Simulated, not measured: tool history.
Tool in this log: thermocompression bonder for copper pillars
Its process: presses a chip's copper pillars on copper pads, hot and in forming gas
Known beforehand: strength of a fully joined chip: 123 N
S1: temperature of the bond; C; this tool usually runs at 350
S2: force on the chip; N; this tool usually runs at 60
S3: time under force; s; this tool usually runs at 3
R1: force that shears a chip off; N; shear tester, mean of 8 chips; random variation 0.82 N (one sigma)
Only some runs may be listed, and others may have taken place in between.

run	hour	S1	S2	S3	R1
1	0	350	60	3	60.5
2	24.2	350	60	3	60.2
3	54.3	350	60	3	58.6
4	81.1	350	60	8	78.6
5	98.2	350	60	8	78.1
6	120.5	350	60	4	63.9
7	139.5	350	49	3	53.2
8	163.4	350	49	3	52.4
# hour 165.9: forming gas filter changed
9	183.9	350	49	3	57.3
10	213.2	350	60	3	63.1
11	232.8	350	60	3	59.9
12	266.2	350	60	3	60.9
13	292.6	350	60	3	61.8
14	320.6	350	60	3	61.3
15	355	350	53	3	57.5
16	386.7	350	53	3	56
17	412.3	350	53	3	56.5
18	436.3	350	53	3	55.1
19	461.2	350	48	2	44.8
20	489.4	331	67	8	70.2
21	519.4	348	67	8	79.4
22	546.2	348	67	8	79.8
23	560.4	326	64	3	43.7
24	584.6	326	64	3	45.3
25	602.7	324	81	3	48.4
26	636.9	324	81	3	48.6
27	651.5	345	48	2	40.4
28	669	345	48	2	41.1
# hour 681.8: forming gas filter changed
29	699.1	345	48	2	45.3
30	716.1	350	64	2	53.7
31	739.9	350	64	2	54.4
32	757.5	338	61	2	46.6
33	785.9	338	61	4	59.2
34	809.4	376	49	4	75

What if the next run were any one of these 3? Each begins from the tool's condition after run 34:
A	834.7	376	49	8	?
B	834.7	323	68	2	?
C	834.7	357	68	7	?

run	R1
A	91.8
B	41.1
C	84.8
Had the tool no hidden state, the same runs would have come out as:
run	R1
A	97.7
B	45.3
C	90.8
